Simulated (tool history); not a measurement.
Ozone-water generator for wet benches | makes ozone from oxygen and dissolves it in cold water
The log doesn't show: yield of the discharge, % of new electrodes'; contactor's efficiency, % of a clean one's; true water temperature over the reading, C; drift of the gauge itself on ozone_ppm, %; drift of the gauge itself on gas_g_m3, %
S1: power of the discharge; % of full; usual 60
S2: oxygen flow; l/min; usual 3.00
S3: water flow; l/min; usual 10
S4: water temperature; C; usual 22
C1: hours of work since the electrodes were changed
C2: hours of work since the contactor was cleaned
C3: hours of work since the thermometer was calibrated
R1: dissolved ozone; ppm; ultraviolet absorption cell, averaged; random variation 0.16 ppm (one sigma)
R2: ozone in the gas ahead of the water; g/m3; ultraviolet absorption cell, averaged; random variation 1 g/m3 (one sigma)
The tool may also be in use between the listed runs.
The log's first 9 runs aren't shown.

run	hour	S1	S2	S3	S4	C1	C2	C3	R1	R2
10	327.0	60	3.00	10	22	1450	4961	1103	20.7	173.4
11	361.6	60	3.00	10	16	1481	4992	1135	22.8	173.4
12	389.8	60	3.00	10	22	1507	5018	1161	20.6	171.9
13	427.8	60	3.00	10	22	1542	5052	1195	20.5	172.2
14	479.7	60	3.00	10	22	1589	5100	1243	20.3	171.0
15	525.5	60	3.00	10	22	1631	5141	1284	20.3	171.3
16	574.6	60	3.00	10	22	1675	5186	1329	20.5	171.3
17	597.7	49	1.71	14	18	1696	5207	1350	13.7	200.5
18	641.2	60	3.00	8	22	1736	5247	1390	23.8	170.8
19	680.8	77	3.00	10	22	1772	5283	1426	24.3	202.9
20	702.9	77	3.00	10	22	1792	5303	1446	24.4	200.4
21	737.7	77	3.00	10	22	1824	5335	1478	24.5	202.2
22	773.5	77	3.00	10	22	1857	5368	1510	24.3	202.1
23	798.4	72	2.95	10	22	1879	5390	1533	23.1	192.6
24	848.1	46	5.37	10	22	1925	5435	1578	16.0	102.5
25	883.5	60	1.96	14	22	1957	5468	1611	14.9	211.7
26	928.9	60	3.04	10	22	1998	5509	1652	20.4	165.8
27	972.4	83	3.00	10	20	2038	5549	1692	26.4	210.3
28	1020.7	83	3.00	10	20	2082	5593	1736	26.4	212.4
# hour 1027.8: gauge calibrated
29	1057.2	83	3.00	10	20	2115	5626	1769	26.5	219.3
30	1094.7	85	3.00	10	18	2149	5660	1803	28.0	222.2
31	1124.9	85	3.00	10	18	2177	5688	1830	27.7	220.6
32	1156.0	90	1.61	10	14	2205	5716	1859	29.1	319.4

Forecast each of these 3 alternatives for the next run:
A	1185.8	90	2.49	10	14	2232	5743	1886	?	?
B	1185.8	60	3.81	10	22	2232	5743	1886	?	?
C	1185.8	88	3.00	10	22	2232	5743	1886	?	?

run	R1	R2
A	30.6	254.4
B	20.2	152.1
C	26.8	222.6
Without the tool's hidden state the same runs would have given:
run	R1	R2
A	30.7	255.7
B	20.2	152.8
C	26.8	223.8
